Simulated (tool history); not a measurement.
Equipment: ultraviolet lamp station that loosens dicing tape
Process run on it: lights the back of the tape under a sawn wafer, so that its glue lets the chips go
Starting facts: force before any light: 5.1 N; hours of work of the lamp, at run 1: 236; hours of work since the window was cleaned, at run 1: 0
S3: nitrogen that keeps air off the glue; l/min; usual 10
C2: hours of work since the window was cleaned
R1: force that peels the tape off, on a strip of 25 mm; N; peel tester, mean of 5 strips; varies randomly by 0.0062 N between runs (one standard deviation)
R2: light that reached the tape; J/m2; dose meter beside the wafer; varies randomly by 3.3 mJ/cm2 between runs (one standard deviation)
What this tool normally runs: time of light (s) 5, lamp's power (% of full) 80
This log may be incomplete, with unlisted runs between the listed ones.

run 1 day=0.000 | time_of_light_(s)=5 lamp's_power_(%_of_full)=80 S3=10 | hours_of_work_of_the_lamp=236 C2=0 | R1=0.188 R2=4960
run 2 day=2.033 | time_of_light_(s)=5 lamp's_power_(%_of_full)=80 S3=10 | hours_of_work_of_the_lamp=271 C2=35 | R1=0.199 R2=4890
run 3 day=4.808 | time_of_light_(s)=5 lamp's_power_(%_of_full)=80 S3=10 | hours_of_work_of_the_lamp=320 C2=84 | R1=0.203 R2=4850
run 4 day=7.358 | time_of_light_(s)=5 lamp's_power_(%_of_full)=80 S3=10 | hours_of_work_of_the_lamp=364 C2=128 | R1=0.218 R2=4800
run 5 day=9.238 | time_of_light_(s)=5 lamp's_power_(%_of_full)=80 S3=10 | hours_of_work_of_the_lamp=397 C2=161 | R1=0.220 R2=4760
run 6 day=12.342 | time_of_light_(s)=8 lamp's_power_(%_of_full)=80 S3=10 | hours_of_work_of_the_lamp=451 C2=215 | R1=0.099 R2=7540
run 7 day=15.833 | time_of_light_(s)=8 lamp's_power_(%_of_full)=80 S3=10 | hours_of_work_of_the_lamp=512 C2=276 | R1=0.108 R2=7400
run 8 day=17.721 | time_of_light_(s)=5 lamp's_power_(%_of_full)=80 S3=10 | hours_of_work_of_the_lamp=545 C2=309 | R1=0.238 R2=4600
run 9 day=19.746 | time_of_light_(s)=3 lamp's_power_(%_of_full)=83 S3=13 | hours_of_work_of_the_lamp=580 C2=345 | R1=0.578 R2=2800
run 10 day=21.567 | time_of_light_(s)=3 lamp's_power_(%_of_full)=83 S3=13 | hours_of_work_of_the_lamp=612 C2=376 | R1=0.567 R2=2780
run 11 day=24.750 | time_of_light_(s)=3 lamp's_power_(%_of_full)=83 S3=13 | hours_of_work_of_the_lamp=668 C2=432 | R1=0.561 R2=2740
-- day=25.354 window cleaned of glue's vapour
run 12 day=28.242 | time_of_light_(s)=6 lamp's_power_(%_of_full)=77 S3=19 | hours_of_work_of_the_lamp=728 C2=50 | R1=0.117 R2=5260
run 13 day=31.362 | time_of_light_(s)=5 lamp's_power_(%_of_full)=85 S3=19 | hours_of_work_of_the_lamp=783 C2=105 | R1=0.130 R2=4810
run 14 day=34.054 | time_of_light_(s)=4 lamp's_power_(%_of_full)=90 S3=5 | hours_of_work_of_the_lamp=830 C2=152 | R1=0.568 R2=4030
run 15 day=35.958 | time_of_light_(s)=4 lamp's_power_(%_of_full)=81 S3=6 | hours_of_work_of_the_lamp=863 C2=185 | R1=0.594 R2=3550

What would each run have given without the hidden state, its run-to-run variation left as it was?
Hidden state present: lamp's light, % of a new lamp's; light that the window lets through, % of a clean one's; drift of the gauge itself on peel_n, %; drift of the gauge itself on dose_mj_cm2, %.
run=1 R1=0.171 R2=5180
run=2 R1=0.178 R2=5150
run=3 R1=0.177 R2=5170
run=4 R1=0.186 R2=5170
run=5 R1=0.184 R2=5170
run=6 R1=0.092 R2=8280
run=7 R1=0.100 R2=8250
run=8 R1=0.183 R2=5180
run=9 R1=0.444 R2=3180
run=10 R1=0.428 R2=3180
run=11 R1=0.411 R2=3180
run=12 R1=0.101 R2=5900
run=13 R1=0.105 R2=5470
run=14 R1=0.424 R2=4640
run=15 R1=0.438 R2=4130
